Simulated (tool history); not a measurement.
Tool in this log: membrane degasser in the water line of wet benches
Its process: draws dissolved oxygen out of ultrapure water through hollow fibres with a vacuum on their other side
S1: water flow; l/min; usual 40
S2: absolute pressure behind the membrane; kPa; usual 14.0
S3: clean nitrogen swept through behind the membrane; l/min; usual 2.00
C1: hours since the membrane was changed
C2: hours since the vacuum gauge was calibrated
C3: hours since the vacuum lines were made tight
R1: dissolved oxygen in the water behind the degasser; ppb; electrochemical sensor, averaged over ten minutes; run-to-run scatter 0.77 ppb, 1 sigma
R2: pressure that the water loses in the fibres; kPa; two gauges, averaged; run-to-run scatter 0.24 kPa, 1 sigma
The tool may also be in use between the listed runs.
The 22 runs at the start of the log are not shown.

{"run": 23, "hour": 4945.7, "S1": 40, "S2": 16.6, "S3": 1.47, "C1": 12874, "C2": 1424, "C3": 8457, "R1": 727.0, "R2": 66.41}
{"run": 24, "hour": 5153.6, "S1": 40, "S2": 16.6, "S3": 1.47, "C1": 13082, "C2": 1632, "C3": 8665, "R1": 728.3, "R2": 66.64}
{"run": 25, "hour": 5411.1, "S1": 38, "S2": 25.4, "S3": 3.39, "C1": 13340, "C2": 1890, "C3": 8922, "R1": 552.5, "R2": 63.4}
{"run": 26, "hour": 5561.7, "S1": 38, "S2": 25.4, "S3": 3.39, "C1": 13490, "C2": 2040, "C3": 9073, "R1": 553.7, "R2": 63.61}
{"run": 27, "hour": 5745.8, "S1": 40, "S2": 19.7, "S3": 1.13, "C1": 13675, "C2": 2225, "C3": 9257, "R1": 1075.6, "R2": 66.52}
{"run": 28, "hour": 5983.5, "S1": 40, "S2": 14.0, "S3": 1.36, "C1": 13912, "C2": 2462, "C3": 9495, "R1": 636.3, "R2": 66.95}
{"run": 29, "hour": 6314.8, "S1": 36, "S2": 22.3, "S3": 2.0, "C1": 14244, "C2": 2793, "C3": 9826, "R1": 721.1, "R2": 60.07}
{"run": 30, "hour": 6459.2, "S1": 36, "S2": 14.8, "S3": 3.07, "C1": 14388, "C2": 2938, "C3": 9971, "R1": 312.0, "R2": 60.24}
{"run": 31, "hour": 6663.7, "S1": 49, "S2": 15.1, "S3": 3.07, "C1": 14593, "C2": 3142, "C3": 10175, "R1": 423.8, "R2": 81.94}

Each row is a separate what-if for the run after 31, all from the same tool condition, not one after another. Results?
{"run": "A", "hour": 6878.2, "S1": 49, "S2": 19.1, "S3": 3.07, "C1": 14807, "C2": 3357, "C3": 10389, "R1": "?", "R2": "?"}
{"run": "B", "hour": 6878.2, "S1": 61, "S2": 15.1, "S3": 3.07, "C1": 14807, "C2": 3357, "C3": 10389, "R1": "?", "R2": "?"}
{"run": "C", "hour": 6878.2, "S1": 62, "S2": 14.0, "S3": 4.7, "C1": 14807, "C2": 3357, "C3": 10389, "R1": "?", "R2": "?"}
{"run": "D", "hour": 6878.2, "S1": 54, "S2": 14.0, "S3": 1.4, "C1": 14807, "C2": 3357, "C3": 10389, "R1": "?", "R2": "?"}

run=A R1=555.5 R2=81.67
run=B R1=519.4 R2=102.53
run=C R1=340.0 R2=103.98
run=D R1=793.2 R2=90.01
Stripped of hidden state, with their random variation kept, the same runs would have yielded:
run=A R1=549.0 R2=77.89
run=B R1=510.8 R2=97.80
run=C R1=332.2 R2=99.18
run=D R1=784.4 R2=85.85

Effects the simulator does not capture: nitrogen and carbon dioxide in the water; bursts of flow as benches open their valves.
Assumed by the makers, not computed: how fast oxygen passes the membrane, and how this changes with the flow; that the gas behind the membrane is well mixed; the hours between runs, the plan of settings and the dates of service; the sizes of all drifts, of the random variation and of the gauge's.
